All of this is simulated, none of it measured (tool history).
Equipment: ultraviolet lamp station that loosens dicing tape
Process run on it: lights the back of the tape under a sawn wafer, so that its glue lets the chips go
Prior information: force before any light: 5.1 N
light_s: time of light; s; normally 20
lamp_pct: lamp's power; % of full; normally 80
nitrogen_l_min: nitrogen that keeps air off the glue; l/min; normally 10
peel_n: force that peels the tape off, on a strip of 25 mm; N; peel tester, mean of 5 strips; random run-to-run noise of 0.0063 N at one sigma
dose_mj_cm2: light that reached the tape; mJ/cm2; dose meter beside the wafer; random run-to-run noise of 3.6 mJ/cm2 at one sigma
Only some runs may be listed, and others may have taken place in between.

run     day  light_s  lamp_pct  nitrogen_l_min  peel_n  dose_mj_cm2
  1   0.000       20        80              10   0.252          484
  2   1.867       20        80               4   0.453          468
  3   4.829       20        80               4   0.487          449
  4   7.254       33        80              10   0.155          719
  5   9.171       33        80              10   0.159          708
     11.171  -- window cleaned of glue's vapour
  6  12.154       20        80              10   0.286          452
  7  15.112       20        80               5   0.442          429
  8  18.108       20        80               5   0.476          418
  9  19.946       20        80               5   0.514          407
 10  22.196       20        80               5   0.556          393
 11  24.788       22        80              10   0.342          427
     26.133  -- window cleaned of glue's vapour
 12  27.562       20        80              10   0.364          402
 13  30.388       20        80              10   0.412          387
 14  32.642       20        80              10   0.422          373
 15  34.100       20        80              10   0.424          359
 16  36.021       20        80              10   0.467          357
 17  38.029       20        80              10   0.505          341
 18  39.571       20        80              10   0.516          339
     41.212  -- window cleaned of glue's vapour
 19  42.292       33        80              10   0.181          590
 20  43.638       33        80              10   0.186          579
 21  45.375       33        80              10   0.209          558
     45.621  -- lamp changed
 22  47.529       20        80              10   0.200          558
 23  49.579       20        80              10   0.211          550
 24  52.658       20        80              10   0.223          522
 25  55.600       20        80              10   0.231          509
     56.242  -- window cleaned of glue's vapour
 26  57.475       35        80              10   0.142          944
 27  60.233       26        80               5   0.208          685
 28  62.400       10        80              20   0.651          255
 29  64.662       20        94               3   0.345          582
 30  66.062       22        96               6   0.199          644
 31  69.142       22        67               6   0.410          437
     71.283  -- window cleaned of glue's vapour
 32  71.812       18        80              11   0.294          447
 33  73.592       18        80              11   0.291          436
 34  75.738       18        67              18   0.375          362
 35  77.808       39        66               5   0.187          746
 36  79.312       24        86               5   0.272          593
 37  82.100       27        80              15   0.169          594
 38  83.688       12        66               3   1.786          207
 39  85.892       15        66              12   0.783          256
     86.283  -- window cleaned of glue's vapour
 40  88.121       38        74               9   0.152          776
 41  90.746       12        74               4   1.370          236
 42  93.579       15        63               4   1.264          240

Predict each of these 4 candidate next runs independently; none follows another, all start after run 42:
  A  94.838       20        95              14       ?            ?
  B  94.838       20        80               6       ?            ?
  C  94.838       20        84              10       ?            ?
  D  94.838       23        71               6       ?            ?

run  peel_n  dose_mj_cm2
  A   0.233          479
  B   0.470          409
  C   0.328          426
  D   0.459          415
What these runs would have given with no unlogged condition in the tool:
run  peel_n  dose_mj_cm2
  A   0.151          705
  B   0.230          601
  C   0.175          625
  D   0.227          610
